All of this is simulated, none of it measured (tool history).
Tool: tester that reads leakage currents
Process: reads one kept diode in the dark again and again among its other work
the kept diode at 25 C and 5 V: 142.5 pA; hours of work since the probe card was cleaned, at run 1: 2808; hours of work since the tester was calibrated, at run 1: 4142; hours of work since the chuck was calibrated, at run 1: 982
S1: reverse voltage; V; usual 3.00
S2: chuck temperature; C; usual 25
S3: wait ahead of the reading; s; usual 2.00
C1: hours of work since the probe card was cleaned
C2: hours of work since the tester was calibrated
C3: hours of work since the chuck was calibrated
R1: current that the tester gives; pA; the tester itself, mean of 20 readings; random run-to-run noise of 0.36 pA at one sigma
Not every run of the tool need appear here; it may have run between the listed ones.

run,hour,S1,S2,S3,C1,C2,C3,R1
1,0.0,3.00,25,2.00,2808,4142,982,111.38
# hour 82.1: probe card cleaned and baked
2,130.0,3.00,37,2.00,29,4218,1058,330.86
3,287.9,14.51,25,2.00,124,4313,1153,200.01
4,405.6,14.51,25,2.00,195,4384,1224,198.69
5,563.0,3.00,25,2.00,290,4479,1319,109.06
# hour 653.2: tester calibrated
6,739.2,3.00,25,2.00,394,52,1424,110.31
7,929.0,3.00,31,2.00,509,166,1538,190.47
8,1117.1,3.00,31,2.00,622,279,1651,188.72
9,1204.7,13.12,25,2.00,675,332,1704,189.05
# hour 1298.3: probe card cleaned and baked, once more
10,1332.3,13.12,25,2.00,20,407,1779,174.19
11,1441.6,13.12,25,2.00,86,473,1845,174.87
# hour 1489.1: chuck's temperature calibrated
12,1625.8,13.12,25,2.00,196,583,82,200.14
13,1740.1,13.12,25,2.00,265,651,151,200.29
14,1950.1,13.12,60,2.00,391,778,278,3938.06
15,2145.0,13.12,60,2.00,509,895,395,3898.94
16,2351.6,13.12,60,2.00,633,1020,519,3870.48
17,2492.2,3.00,25,2.00,718,1104,604,116.99
18,2675.5,3.00,41,2.00,828,1215,714,492.89
19,2884.6,1.74,41,2.00,954,1341,840,405.06
20,3053.9,1.74,41,2.00,1056,1443,942,404.19
21,3243.3,1.74,41,2.00,1170,1557,1056,399.94
22,3343.9,10.06,39,2.54,1231,1617,1117,608.33
23,3557.5,9.69,25,0.63,1359,1746,1245,172.83
24,3713.4,9.69,25,0.63,1453,1840,1339,171.61
25,3842.0,9.69,25,0.63,1530,1917,1417,171.03
26,4057.0,9.69,25,0.63,1660,2047,1546,170.65
27,4223.6,9.69,25,0.63,1760,2147,1647,169.34
28,4317.7,9.69,25,0.63,1817,2204,1703,168.40
29,4533.8,9.69,25,0.63,1947,2334,1833,167.86
# hour 4598.9: chuck's temperature calibrated
30,4709.0,11.43,25,7.01,2051,2438,66,192.46
31,4877.2,1.93,28,2.16,2153,2539,168,135.61
32,4967.6,3.00,32,2.00,2207,2594,222,226.41
33,5142.9,3.00,32,2.00,2313,2699,328,224.85
34,5275.4,3.00,25,0.65,2392,2779,407,118.27
35,5427.6,3.00,25,0.65,2484,2871,499,118.44
36,5542.8,3.29,25,0.65,2553,2940,568,120.72
37,5694.2,3.47,35,1.42,2645,3031,660,303.97
38,5868.3,2.69,25,0.34,2749,3136,764,112.86
39,5999.2,8.16,30,6.06,2828,3215,843,257.90

What differs in the tool's unlogged condition from the final listed run ahead of each entry between runs to the first listed run following it?
Run 1 -> run 2: probe card cleaned and baked (hour 82.1)
  stray current of the dirty probe card, pA a volt: 0.73 -> 0.913; current scale over the true one, %: -1.47 -> -1.5; true chuck temperature over the reading, C: -0.86 -> -0.92
  difference, measured minus the result without the unlogged condition, R1: -9.03 -> -30.52 pA
Run 5 -> run 6: tester calibrated (hour 653.2)
  stray current of the dirty probe card, pA a volt: 0.976 -> 1.003; current scale over the true one, %: -1.59 -> -0.07; true chuck temperature over the reading, C: -1.11 -> -1.18
  difference, measured minus the result without the unlogged condition, R1: -10.93 -> -9.93 pA
Run 9 -> run 10: probe card cleaned and baked, once more (hour 1298.3)
  stray current of the dirty probe card, pA a volt: 1.075 -> 0.028; current scale over the true one, %: -0.17 -> -0.19; true chuck temperature over the reading, C: -1.39 -> -1.44
  difference, measured minus the result without the unlogged condition, R1: -11.16 -> -25.69 pA
Run 11 -> run 12: chuck's temperature calibrated (hour 1489.1)
  stray current of the dirty probe card, pA a volt: 0.045 -> 0.071; current scale over the true one, %: -0.21 -> -0.25; true chuck temperature over the reading, C: -1.48 -> 0.03
  difference, measured minus the result without the unlogged condition, R1: -26.36 -> +0.76 pA
Run 29 -> run 30: chuck's temperature calibrated (hour 4598.9)
  stray current of the dirty probe card, pA a volt: 0.496 -> 0.521; current scale over the true one, %: -0.81 -> -0.84; true chuck temperature over the reading, C: -1.22 -> -0.06
  difference, measured minus the result without the unlogged condition, R1: -16.55 -> +3.03 pA
